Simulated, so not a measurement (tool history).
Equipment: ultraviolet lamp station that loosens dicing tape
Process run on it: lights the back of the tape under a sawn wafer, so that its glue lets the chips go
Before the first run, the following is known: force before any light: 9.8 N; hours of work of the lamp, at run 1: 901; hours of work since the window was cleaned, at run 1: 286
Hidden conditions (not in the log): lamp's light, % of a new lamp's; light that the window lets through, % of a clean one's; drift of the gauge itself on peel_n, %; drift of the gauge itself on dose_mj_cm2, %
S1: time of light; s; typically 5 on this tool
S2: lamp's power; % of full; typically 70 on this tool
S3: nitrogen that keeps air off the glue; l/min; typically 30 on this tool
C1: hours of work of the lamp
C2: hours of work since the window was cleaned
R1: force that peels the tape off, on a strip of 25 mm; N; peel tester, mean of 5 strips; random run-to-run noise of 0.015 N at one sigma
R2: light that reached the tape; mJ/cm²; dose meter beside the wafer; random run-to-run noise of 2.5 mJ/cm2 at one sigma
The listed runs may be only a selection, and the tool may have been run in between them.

run,hour,S1,S2,S3,C1,C2,R1,R2
1,0.0,5,70,30,901,286,0.727,302
2,56.6,5,70,30,924,309,0.696,300
3,123.9,5,70,30,951,336,0.735,299
4,153.9,5,70,30,963,348,0.727,303
5,207.3,5,70,30,984,370,0.712,301
6,259.2,5,70,30,1005,390,0.727,299
7,316.6,5,70,30,1028,413,0.720,297
8,358.8,5,70,32,1045,430,0.690,300
9,407.6,6,70,30,1064,450,0.482,364
10,454.2,4,84,30,1083,468,0.761,290
11,488.7,4,68,54,1097,482,0.890,235
12,557.5,2,61,30,1124,510,3.521,105
13,598.6,2,61,30,1141,526,3.597,102
14,645.3,9,62,13,1160,545,0.476,474
# hour 650.6: window cleaned of glue's vapour
15,715.4,9,62,13,1188,26,0.464,492

4 ways to go on from here, each from the tool as it stands after run 15. What would each give?
A,759.6,5,74,30,1205,44,?,?
B,759.6,4,61,30,1205,44,?,?
C,759.6,9,62,31,1205,44,?,?
D,759.6,7,70,16,1205,44,?,?

run,R1,R2
A,0.636,316
B,1.412,207
C,0.317,474
D,0.530,425
With no hidden state in the tool, these same runs would have given:
run,R1,R2
A,0.632,317
B,1.404,208
C,0.316,475
D,0.527,426
